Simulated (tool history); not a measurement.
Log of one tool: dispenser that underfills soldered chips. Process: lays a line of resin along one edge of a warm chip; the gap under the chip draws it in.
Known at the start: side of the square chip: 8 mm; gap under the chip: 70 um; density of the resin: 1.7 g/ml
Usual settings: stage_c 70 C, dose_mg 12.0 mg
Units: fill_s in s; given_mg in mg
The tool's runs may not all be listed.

{"run": 1, "hour": 0.0, "stage_c": 70, "dose_mg": 12.0, "fill_s": 24.0, "given_mg": 11.73}
{"run": 2, "hour": 9.5, "stage_c": 70, "dose_mg": 12.0, "fill_s": 40.7, "given_mg": 11.67}
{"hour": 13.3, "done": "new syringe of resin"}
{"run": 3, "hour": 15.9, "stage_c": 70, "dose_mg": 12.0, "fill_s": 26.2, "given_mg": 11.62}
{"run": 4, "hour": 24.1, "stage_c": 70, "dose_mg": 12.0, "fill_s": 41.2, "given_mg": 11.68}
{"hour": 28.2, "done": "new syringe of resin"}
{"run": 5, "hour": 34.0, "stage_c": 70, "dose_mg": 12.0, "fill_s": 31.0, "given_mg": 11.66}
{"run": 6, "hour": 41.0, "stage_c": 70, "dose_mg": 11.1, "fill_s": 46.5, "given_mg": 10.75}
{"hour": 43.1, "done": "new syringe of resin"}
{"run": 7, "hour": 47.6, "stage_c": 70, "dose_mg": 12.7, "fill_s": 27.8, "given_mg": 12.14}
{"hour": 58.0, "done": "new syringe of resin"}
{"run": 8, "hour": 58.0, "stage_c": 70, "dose_mg": 12.7, "fill_s": 21.4, "given_mg": 12.2}
{"run": 9, "hour": 65.7, "stage_c": 70, "dose_mg": 14.3, "fill_s": 33.2, "given_mg": 13.62}
{"hour": 73.0, "done": "new syringe of resin"}
{"run": 10, "hour": 75.3, "stage_c": 70, "dose_mg": 14.3, "fill_s": 24.8, "given_mg": 13.54}
{"run": 11, "hour": 82.4, "stage_c": 70, "dose_mg": 14.9, "fill_s": 36.7, "given_mg": 14.1}
{"hour": 88.0, "done": "new syringe of resin"}
{"run": 12, "hour": 90.0, "stage_c": 70, "dose_mg": 13.2, "fill_s": 23.6, "given_mg": 12.4}
{"run": 13, "hour": 99.4, "stage_c": 70, "dose_mg": 12.0, "fill_s": 40.3, "given_mg": 11.26}
{"hour": 103.0, "done": "new syringe of resin"}
{"hour": 104.4, "done": "stage's temperature calibrated"}
{"run": 14, "hour": 110.3, "stage_c": 76, "dose_mg": 12.0, "fill_s": 27.1, "given_mg": 11.16}
{"run": 15, "hour": 115.8, "stage_c": 70, "dose_mg": 12.0, "fill_s": 46.7, "given_mg": 11.28}
{"hour": 119.1, "done": "new syringe of resin"}
{"run": 16, "hour": 126.4, "stage_c": 70, "dose_mg": 12.0, "fill_s": 35.4, "given_mg": 11.12}
{"hour": 129.0, "done": "dispensing valve cleaned and set on the balance"}
{"run": 17, "hour": 132.8, "stage_c": 70, "dose_mg": 13.2, "fill_s": 48.8, "given_mg": 13.21}
{"hour": 135.7, "done": "new syringe of resin"}
{"run": 18, "hour": 138.7, "stage_c": 70, "dose_mg": 12.0, "fill_s": 27.4, "given_mg": 11.98}
{"run": 19, "hour": 143.5, "stage_c": 70, "dose_mg": 13.7, "fill_s": 36.1, "given_mg": 13.64}
{"run": 20, "hour": 148.1, "stage_c": 70, "dose_mg": 13.7, "fill_s": 46.5, "given_mg": 13.64}
{"hour": 150.6, "done": "new syringe of resin"}
{"run": 21, "hour": 154.3, "stage_c": 80, "dose_mg": 12.5, "fill_s": 20.6, "given_mg": 12.42}
{"run": 22, "hour": 162.4, "stage_c": 63, "dose_mg": 11.2, "fill_s": 59.3, "given_mg": 11.07}
{"hour": 165.9, "done": "new syringe of resin"}
{"run": 23, "hour": 167.9, "stage_c": 60, "dose_mg": 10.7, "fill_s": 38.8, "given_mg": 10.55}
{"run": 24, "hour": 177.6, "stage_c": 84, "dose_mg": 14.3, "fill_s": 28.3, "given_mg": 14.07}
{"hour": 181.4, "done": "new syringe of resin"}
{"run": 25, "hour": 183.3, "stage_c": 84, "dose_mg": 14.3, "fill_s": 15.7, "given_mg": 14.09}
{"run": 26, "hour": 189.9, "stage_c": 62, "dose_mg": 11.6, "fill_s": 50.6, "given_mg": 11.35}
{"hour": 196.5, "done": "new syringe of resin"}
{"run": 27, "hour": 196.5, "stage_c": 77, "dose_mg": 10.2, "fill_s": 19.2, "given_mg": 9.9}
{"run": 28, "hour": 206.8, "stage_c": 69, "dose_mg": 12.0, "fill_s": 42.7, "given_mg": 11.63}
{"hour": 211.5, "done": "new syringe of resin"}
{"run": 29, "hour": 217.4, "stage_c": 56, "dose_mg": 10.9, "fill_s": 54.1, "given_mg": 10.6}
{"hour": 226.7, "done": "new syringe of resin"}
{"run": 30, "hour": 227.0, "stage_c": 80, "dose_mg": 10.9, "fill_s": 17.1, "given_mg": 10.46}
{"run": 31, "hour": 233.2, "stage_c": 72, "dose_mg": 10.2, "fill_s": 32.5, "given_mg": 9.79}
{"run": 32, "hour": 237.6, "stage_c": 72, "dose_mg": 10.2, "fill_s": 41.8, "given_mg": 9.75}
{"hour": 241.7, "done": "new syringe of resin"}
{"run": 33, "hour": 246.4, "stage_c": 78, "dose_mg": 14.4, "fill_s": 22.3, "given_mg": 13.77}
{"run": 34, "hour": 252.5, "stage_c": 67, "dose_mg": 15.5, "fill_s": 45.8, "given_mg": 14.81}
{"hour": 256.7, "done": "new syringe of resin"}
{"run": 35, "hour": 259.6, "stage_c": 66, "dose_mg": 13.8, "fill_s": 30.2, "given_mg": 13.14}

Forecast each of these 5 alternatives for the next run:
{"run": "A", "hour": 268.3, "stage_c": 68, "dose_mg": 12.2, "fill_s": "?", "given_mg": "?"}
{"run": "B", "hour": 268.3, "stage_c": 57, "dose_mg": 13.9, "fill_s": "?", "given_mg": "?"}
{"run": "C", "hour": 268.3, "stage_c": 57, "dose_mg": 11.7, "fill_s": "?", "given_mg": "?"}
{"run": "D", "hour": 268.3, "stage_c": 70, "dose_mg": 11.7, "fill_s": "?", "given_mg": "?"}
{"run": "E", "hour": 268.3, "stage_c": 80, "dose_mg": 14.4, "fill_s": "?", "given_mg": "?"}

run=A fill_s=47.1 given_mg=11.55
run=B fill_s=69.7 given_mg=13.14
run=C fill_s=71.3 given_mg=11.09
run=D fill_s=44.6 given_mg=11.08
run=E fill_s=31.0 given_mg=13.68
Without the tool's hidden state the same runs would have given:
run=A fill_s=24.5 given_mg=12.18
run=B fill_s=36.6 given_mg=13.86
run=C fill_s=37.1 given_mg=11.70
run=D fill_s=23.4 given_mg=11.69
run=E fill_s=16.1 given_mg=14.43

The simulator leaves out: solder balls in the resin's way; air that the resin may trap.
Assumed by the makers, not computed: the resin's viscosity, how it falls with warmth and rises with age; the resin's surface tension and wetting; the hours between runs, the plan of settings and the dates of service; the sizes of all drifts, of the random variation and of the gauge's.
